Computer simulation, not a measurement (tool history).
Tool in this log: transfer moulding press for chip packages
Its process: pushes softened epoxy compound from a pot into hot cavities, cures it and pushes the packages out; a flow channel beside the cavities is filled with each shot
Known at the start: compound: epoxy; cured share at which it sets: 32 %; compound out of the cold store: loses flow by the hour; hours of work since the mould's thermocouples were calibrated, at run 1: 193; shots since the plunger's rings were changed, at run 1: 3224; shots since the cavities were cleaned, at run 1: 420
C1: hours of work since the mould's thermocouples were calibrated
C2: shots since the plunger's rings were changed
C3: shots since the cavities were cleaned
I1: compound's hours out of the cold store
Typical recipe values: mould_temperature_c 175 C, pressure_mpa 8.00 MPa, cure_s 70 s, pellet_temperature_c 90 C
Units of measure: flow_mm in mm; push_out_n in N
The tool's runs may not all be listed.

Run 1, hour 0.0: usual settings; C1 193; C2 3224; C3 420; I1 40.3. Result: flow_mm 475 mm, push_out_n 622 N.
Run 2, hour 7.1: usual settings; C1 196; C2 3315; C3 511; I1 27.9. Result: flow_mm 491 mm, push_out_n 660 N.
Run 3, hour 18.3: usual settings; C1 201; C2 3456; C3 652; I1 38.7. Result: flow_mm 475 mm, push_out_n 646 N.
At hour 24.0: cavities cleaned with cleaning compound and waxed.
Run 4, hour 34.0: usual settings; C1 208; C2 3637; C3 127; I1 37.6. Result: flow_mm 481 mm, push_out_n 489 N.
Run 5, hour 46.4: usual settings but mould_temperature_c 180 C; C1 214; C2 3795; C3 285; I1 10.2. Result: flow_mm 494 mm, push_out_n 441 N.
Run 6, hour 56.8: usual settings but mould_temperature_c 180 C; C1 219; C2 3926; C3 416; I1 9.4. Result: flow_mm 497 mm, push_out_n 464 N.
Run 7, hour 63.9: usual settings but mould_temperature_c 180 C; C1 222; C2 4017; C3 507; I1 8.0. Result: flow_mm 501 mm, push_out_n 485 N.
At hour 69.3: plunger's sealing rings changed.
Run 8, hour 79.5: usual settings but mould_temperature_c 176 C; C1 229; C2 129; C3 672; I1 34.4. Result: flow_mm 491 mm, push_out_n 605 N.
At hour 83.8: cavities cleaned with cleaning compound and waxed.
Run 9, hour 88.8: usual settings but mould_temperature_c 176 C; C1 232; C2 228; C3 63; I1 45.0. Result: flow_mm 475 mm, push_out_n 452 N.
Run 10, hour 96.1: usual settings but mould_temperature_c 176 C; C1 236; C2 322; C3 157; I1 38.6. Result: flow_mm 483 mm, push_out_n 515 N.
Run 11, hour 102.7: usual settings but mould_temperature_c 176 C; C1 239; C2 405; C3 240; I1 19.3. Result: flow_mm 507 mm, push_out_n 585 N.
Run 12, hour 116.1: usual settings but mould_temperature_c 176 C; C1 245; C2 575; C3 410; I1 9.1. Result: flow_mm 519 mm, push_out_n 599 N.
Run 13, hour 125.1: usual settings but mould_temperature_c 176 C; C1 250; C2 689; C3 524; I1 10.2. Result: flow_mm 518 mm, push_out_n 637 N.
Run 14, hour 137.1: usual settings but mould_temperature_c 176 C; C1 255; C2 842; C3 677; I1 37.1. Result: flow_mm 480 mm, push_out_n 623 N.
At hour 141.4: cavities cleaned with cleaning compound and waxed.
Run 15, hour 146.4: usual settings but mould_temperature_c 181 C, pellet_temperature_c 94 C; C1 259; C2 941; C3 64; I1 39.1. Result: flow_mm 469 mm, push_out_n 340 N.
Run 16, hour 158.0: usual settings but mould_temperature_c 181 C, pressure_mpa 7.94 MPa, pellet_temperature_c 89 C; C1 264; C2 1088; C3 211; I1 37.1. Result: flow_mm 467 mm, push_out_n 404 N.
Run 17, hour 172.3: usual settings but mould_temperature_c 181 C, pressure_mpa 9.88 MPa, cure_s 58 s; C1 271; C2 1269; C3 392; I1 46.3. Result: flow_mm 513 mm, push_out_n 667 N.
Run 18, hour 186.0: usual settings but mould_temperature_c 172 C, pressure_mpa 7.32 MPa, cure_s 52 s, pellet_temperature_c 86 C; C1 278; C2 1443; C3 566; I1 32.7. Result: flow_mm 477 mm, push_out_n 1628 N.
At hour 199.1: cavities cleaned with cleaning compound and waxed.
Run 19, hour 200.3: usual settings but pressure_mpa 7.67 MPa, cure_s 76 s; C1 284; C2 1606; C3 15; I1 43.5. Result: flow_mm 469 mm, push_out_n 383 N.
Run 20, hour 207.0: usual settings but pressure_mpa 7.67 MPa, cure_s 53 s, pellet_temperature_c 86 C; C1 287; C2 1691; C3 100; I1 30.5. Result: flow_mm 483 mm, push_out_n 1027 N.
Run 21, hour 222.2: usual settings but mould_temperature_c 177 C, pressure_mpa 7.67 MPa, cure_s 96 s, pellet_temperature_c 80 C; C1 294; C2 1884; C3 293; I1 28.6. Result: flow_mm 480 mm, push_out_n 329 N.
Run 22, hour 229.9: usual settings but mould_temperature_c 177 C, pressure_mpa 7.67 MPa, cure_s 96 s, pellet_temperature_c 80 C; C1 298; C2 1981; C3 390; I1 43.0. Result: flow_mm 464 mm, push_out_n 344 N.
Run 23, hour 240.8: usual settings but mould_temperature_c 182 C, pressure_mpa 8.60 MPa, cure_s 96 s, pellet_temperature_c 80 C; C1 303; C2 2120; C3 529; I1 41.7. Result: flow_mm 478 mm, push_out_n 364 N.
Run 24, hour 248.7: usual settings but mould_temperature_c 169 C, pressure_mpa 6.77 MPa, cure_s 110 s, pellet_temperature_c 86 C; C1 307; C2 2219; C3 628; I1 19.0. Result: flow_mm 481 mm, push_out_n 414 N.
At hour 256.9: cavities cleaned with cleaning compound and waxed.
Run 25, hour 256.9: usual settings but mould_temperature_c 176 C, pressure_mpa 6.34 MPa, cure_s 51 s, pellet_temperature_c 96 C; C1 310; C2 2304; C3 0; I1 17.8. Result: flow_mm 448 mm, push_out_n 924 N.
Run 26, hour 264.2: usual settings but mould_temperature_c 182 C, pressure_mpa 7.08 MPa, cure_s 83 s, pellet_temperature_c 97 C; C1 313; C2 2398; C3 94; I1 29.0. Result: flow_mm 445 mm, push_out_n 284 N.
Run 27, hour 272.3: usual settings but mould_temperature_c 182 C, pressure_mpa 7.08 MPa, cure_s 83 s, pellet_temperature_c 97 C; C1 317; C2 2501; C3 197; I1 45.7. Result: flow_mm 426 mm, push_out_n 303 N.
Run 28, hour 281.5: usual settings but mould_temperature_c 182 C, pressure_mpa 7.08 MPa, cure_s 83 s, pellet_temperature_c 97 C; C1 322; C2 2618; C3 314; I1 30.3. Result: flow_mm 446 mm, push_out_n 335 N.

Here are 4 independent what-if runs from the current tool condition. What would each one return?
Run A, hour 294.4: usual settings but mould_temperature_c 172 C, cure_s 85 s, pellet_temperature_c 92 C; C1 328; C2 2782; C3 478; I1 20.5. Result: flow_mm ?, push_out_n ?.
Run B, hour 294.4: usual settings but mould_temperature_c 177 C, pressure_mpa 8.72 MPa; C1 328; C2 2782; C3 478; I1 20.1. Result: flow_mm ?, push_out_n ?.
Run C, hour 294.4: usual settings but mould_temperature_c 179 C, pellet_temperature_c 86 C; C1 328; C2 2782; C3 478; I1 10.9. Result: flow_mm ?, push_out_n ?.
Run D, hour 294.4: usual settings but mould_temperature_c 182 C, pressure_mpa 7.08 MPa, cure_s 66 s, pellet_temperature_c 97 C; C1 328; C2 2782; C3 478; I1 12.0. Result: flow_mm ?, push_out_n ?.

run  flow_mm  push_out_n
  A      504         500
  B      518         587
  C      503         520
  D      462         453
Stripped of hidden state, with their random variation kept, the same runs would have yielded:
run  flow_mm  push_out_n
  A      514         330
  B      528         386
  C      513         343
  D      471         298
